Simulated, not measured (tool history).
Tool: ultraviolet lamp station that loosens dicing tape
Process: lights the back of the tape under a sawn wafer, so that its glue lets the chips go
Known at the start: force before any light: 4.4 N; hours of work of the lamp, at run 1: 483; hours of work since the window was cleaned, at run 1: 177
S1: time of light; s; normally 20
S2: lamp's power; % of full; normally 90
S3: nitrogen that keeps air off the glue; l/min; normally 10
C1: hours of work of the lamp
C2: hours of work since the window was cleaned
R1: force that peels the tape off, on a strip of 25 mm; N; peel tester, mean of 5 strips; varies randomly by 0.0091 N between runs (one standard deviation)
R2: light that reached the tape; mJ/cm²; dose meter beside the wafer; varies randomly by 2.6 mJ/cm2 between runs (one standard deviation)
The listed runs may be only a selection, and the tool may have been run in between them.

Run 1, hour 0: usual settings; C1 483; C2 177. Result: R1 0.489 N, R2 271 mJ/cm².
Run 2, hour 31.6: usual settings but S1 28 s; C1 500; C2 193. Result: R1 0.31 N, R2 382 mJ/cm².
Run 3, hour 77.7: usual settings but S1 28 s; C1 524; C2 218. Result: R1 0.318 N, R2 378 mJ/cm².
Run 4, hour 121.9: usual settings but S2 72 % of full; C1 547; C2 241. Result: R1 0.759 N, R2 208 mJ/cm².
Run 5, hour 145.9: usual settings but S2 72 % of full; C1 560; C2 254. Result: R1 0.773 N, R2 210 mJ/cm².
Run 6, hour 188.8: usual settings but S1 40 s; C1 582; C2 276. Result: R1 0.221 N, R2 521 mJ/cm².
At hour 209.6: window cleaned of glue's vapour.
Run 7, hour 220: usual settings; C1 599; C2 5. Result: R1 0.493 N, R2 284 mJ/cm².
Run 8, hour 240.8: usual settings but S3 3 l/min; C1 610; C2 16. Result: R1 1.042 N, R2 278 mJ/cm².
Run 9, hour 281: usual settings but S3 3 l/min; C1 631; C2 38. Result: R1 1.082 N, R2 273 mJ/cm².
Run 10, hour 322.6: usual settings; C1 653; C2 60. Result: R1 0.506 N, R2 269 mJ/cm².
Run 11, hour 354.1: usual settings; C1 669; C2 76. Result: R1 0.5 N, R2 273 mJ/cm².
Run 12, hour 383.3: usual settings but S2 86 % of full; C1 685; C2 92. Result: R1 0.573 N, R2 255 mJ/cm².
Run 13, hour 404.5: usual settings but S2 86 % of full; C1 696; C2 103. Result: R1 0.589 N, R2 254 mJ/cm².
Run 14, hour 431: usual settings but S2 98 % of full; C1 710; C2 117. Result: R1 0.485 N, R2 284 mJ/cm².
Run 15, hour 472.4: usual settings but S2 98 % of full; C1 732; C2 139. Result: R1 0.485 N, R2 282 mJ/cm².
Run 16, hour 500.5: usual settings but S3 3 l/min; C1 747; C2 154. Result: R1 1.11 N, R2 262 mJ/cm².
Run 17, hour 536: usual settings but S3 3 l/min; C1 765; C2 172. Result: R1 1.138 N, R2 255 mJ/cm².
Run 18, hour 561.4: usual settings but S3 3 l/min; C1 779; C2 186. Result: R1 1.123 N, R2 254 mJ/cm².
Run 19, hour 584.3: usual settings but S3 3 l/min; C1 791; C2 198. Result: R1 1.129 N, R2 252 mJ/cm².
Run 20, hour 634.1: usual settings but S3 3 l/min; C1 817; C2 224. Result: R1 1.153 N, R2 253 mJ/cm².
Run 21, hour 683.8: usual settings; C1 843; C2 250. Result: R1 0.614 N, R2 243 mJ/cm².
Run 22, hour 724.9: usual settings; C1 865; C2 272. Result: R1 0.609 N, R2 241 mJ/cm².
Run 23, hour 752.8: usual settings but S1 16 s, S3 14 l/min; C1 880; C2 287. Result: R1 0.734 N, R2 193 mJ/cm².
At hour 757: window cleaned of glue's vapour.
Run 24, hour 801.3: usual settings but S1 33 s, S3 14 l/min; C1 905; C2 23. Result: R1 0.235 N, R2 419 mJ/cm².
Run 25, hour 845.2: usual settings but S2 82 % of full, S3 18 l/min; C1 928; C2 47. Result: R1 0.492 N, R2 232 mJ/cm².
Run 26, hour 873.6: usual settings but S1 17 s, S2 82 % of full, S3 18 l/min; C1 943; C2 62. Result: R1 0.662 N, R2 197 mJ/cm².
Run 27, hour 919.1: usual settings but S1 17 s, S2 82 % of full, S3 18 l/min; C1 967; C2 86. Result: R1 0.661 N, R2 192 mJ/cm².
Run 28, hour 970.1: usual settings but S2 82 % of full, S3 6 l/min; C1 994; C2 112. Result: R1 0.97 N, R2 217 mJ/cm².
Run 29, hour 1000.1: usual settings but S3 3 l/min; C1 1010; C2 128. Result: R1 1.284 N, R2 241 mJ/cm².
Run 30, hour 1030.1: usual settings but S3 3 l/min; C1 1026; C2 144. Result: R1 1.187 N, R2 238 mJ/cm².
Run 31, hour 1057.9: usual settings but S1 11 s, S2 77 % of full, S3 5 l/min; C1 1041; C2 159. Result: R1 2.057 N, R2 112 mJ/cm².
Run 32, hour 1095.2: usual settings but S1 24 s, S2 62 % of full, S3 15 l/min; C1 1060; C2 179. Result: R1 0.691 N, R2 199 mJ/cm².
Run 33, hour 1119.9: usual settings but S1 14 s, S2 61 % of full, S3 3 l/min; C1 1073; C2 192. Result: R1 2.428 N, R2 111 mJ/cm².
Run 34, hour 1160.5: usual settings but S1 24 s, S3 4 l/min; C1 1095; C2 213. Result: R1 0.915 N, R2 276 mJ/cm².
Run 35, hour 1181.6: usual settings but S1 24 s, S3 4 l/min; C1 1106; C2 224. Result: R1 0.874 N, R2 273 mJ/cm².
Run 36, hour 1218.5: usual settings but S1 24 s, S3 4 l/min; C1 1125; C2 244. Result: R1 0.886 N, R2 272 mJ/cm².
Run 37, hour 1253.1: usual settings but S1 21 s, S3 17 l/min; C1 1144; C2 262. Result: R1 0.488 N, R2 235 mJ/cm².
At hour 1265.7: lamp changed.
Run 38, hour 1298.2: usual settings but S1 15 s, S3 18 l/min; C1 17; C2 285. Result: R1 0.499 N, R2 230 mJ/cm².
At hour 1303.3: window cleaned of glue's vapour.
Run 39, hour 1338.9: usual settings but S1 15 s, S3 18 l/min; C1 38; C2 19. Result: R1 0.429 N, R2 241 mJ/cm².
Run 40, hour 1374.6: usual settings but S1 15 s, S2 79 % of full, S3 18 l/min; C1 57; C2 38. Result: R1 0.561 N, R2 210 mJ/cm².
Run 41, hour 1423: usual settings but S1 15 s, S2 79 % of full, S3 18 l/min; C1 83; C2 63. Result: R1 0.585 N, R2 207 mJ/cm².
Run 42, hour 1454.7: usual settings but S1 23 s, S2 97 % of full, S3 14 l/min; C1 99; C2 80. Result: R1 0.262 N, R2 389 mJ/cm².

Measured result minus the same run's result without the hidden state. Both carry the same run-to-run variation, though not necessarily the same gauge scatter:
Hidden state present: lamp's light, % of a new lamp's; light that the window lets through, % of a clean one's; drift of the gauge itself on peel_n, %; drift of the gauge itself on dose_mj_cm2, %.
run      R1    R2
  1  +0.129   -56
  2  +0.065   -82
  3   +0.07   -86
  4  +0.219   -52
  5  +0.227   -53
  6  +0.024  -139
  7  +0.116   -51
  8   +0.22   -52
  9  +0.241   -55
 10  +0.133   -58
 11  +0.138   -60
 12  +0.163   -59
 13   +0.17   -61
 14  +0.141   -71
 15   +0.15   -75
 16  +0.308   -70
 17  +0.323   -72
 18  +0.333   -75
 19   +0.34   -77
 20  +0.356   -79
 21  +0.228   -83
 22  +0.234   -85
 23  +0.285   -70
 24  +0.036  -122
 25  +0.166   -69
 26  +0.233   -60
 27  +0.243   -63
 28  +0.347   -77
 29  +0.431   -88
 30  +0.404   -90
 31   +0.49   -43
 32   +0.29   -78
 33  +0.512   -46
 34  +0.381  -118
 35  +0.376  -118
 36  +0.387  -123
 37   +0.21  -110
 38  +0.061   -20
 39  +0.013    -5
 40  +0.025    -6
 41  +0.037    -9
 42  +0.013   -19

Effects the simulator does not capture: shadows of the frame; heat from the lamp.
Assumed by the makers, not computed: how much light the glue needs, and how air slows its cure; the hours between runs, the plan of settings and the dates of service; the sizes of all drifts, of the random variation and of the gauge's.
